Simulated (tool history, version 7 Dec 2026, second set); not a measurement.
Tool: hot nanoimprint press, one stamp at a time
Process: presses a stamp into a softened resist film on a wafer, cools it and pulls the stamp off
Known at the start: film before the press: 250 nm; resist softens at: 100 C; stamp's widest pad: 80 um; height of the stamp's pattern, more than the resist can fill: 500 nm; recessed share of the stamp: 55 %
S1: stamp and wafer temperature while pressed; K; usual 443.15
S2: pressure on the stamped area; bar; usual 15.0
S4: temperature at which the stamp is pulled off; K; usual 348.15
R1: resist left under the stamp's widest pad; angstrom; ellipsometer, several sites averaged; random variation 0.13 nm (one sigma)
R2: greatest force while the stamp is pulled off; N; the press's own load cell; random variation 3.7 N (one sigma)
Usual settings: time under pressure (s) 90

Run 1, hour 0.0: usual settings. Result: R1 1483 angstrom, R2 227 N.
Run 2, hour 85.3: usual settings. Result: R1 1482 angstrom, R2 225 N.
At hour 139.8: plate thermocouple calibrated.
Run 3, hour 149.5: usual settings. Result: R1 1501 angstrom, R2 243 N.
At hour 193.3: stamp cleaned and given a new release coat.
Run 4, hour 202.6: usual settings. Result: R1 1499 angstrom, R2 180 N.
Run 5, hour 247.3: usual settings. Result: R1 1499 angstrom, R2 185 N.
Run 6, hour 333.6: usual settings but S1 450.15 K. Result: R1 1299 angstrom, R2 188 N.
Run 7, hour 383.3: usual settings but S1 450.15 K, time under pressure (s) 124, S4 355.15 K. Result: R1 1176 angstrom, R2 159 N.
Run 8, hour 450.0: usual settings but S1 450.15 K, S2 10.9 bar, time under pressure (s) 135, S4 355.15 K. Result: R1 1358 angstrom, R2 176 N.
Run 9, hour 516.6: usual settings but S1 450.15 K, S2 10.9 bar, time under pressure (s) 135, S4 355.15 K. Result: R1 1357 angstrom, R2 182 N.
At hour 583.3: plate thermocouple calibrated.
Run 10, hour 601.4: usual settings but S1 450.15 K, S2 10.9 bar, time under pressure (s) 135, S4 355.15 K. Result: R1 1372 angstrom, R2 196 N.
Run 11, hour 692.0: usual settings but S1 450.15 K, S2 10.9 bar, time under pressure (s) 135, S4 355.15 K. Result: R1 1368 angstrom, R2 196 N.

Measured less the same run without the tool's hidden state. The same run-to-run variation is in both; the gauge's scatter may not be:
The hidden state here: true temperature over the reading, C; pressure that arrives at the usual setting, %; grip of the stamp's worn release coat, % over a new coat's; drift of the gauge itself on residual_nm, %; drift of the gauge itself on pull_off_n, %.
run   R1   R2
  1  -16  +44
  2  -17  +52
  3   +2  +64
  4   +1   +0
  5   +1   +5
  6   +0  +14
  7   +0  +16
  8   -5  +22
  9   -6  +29
 10   +8  +40
 11   +7  +47

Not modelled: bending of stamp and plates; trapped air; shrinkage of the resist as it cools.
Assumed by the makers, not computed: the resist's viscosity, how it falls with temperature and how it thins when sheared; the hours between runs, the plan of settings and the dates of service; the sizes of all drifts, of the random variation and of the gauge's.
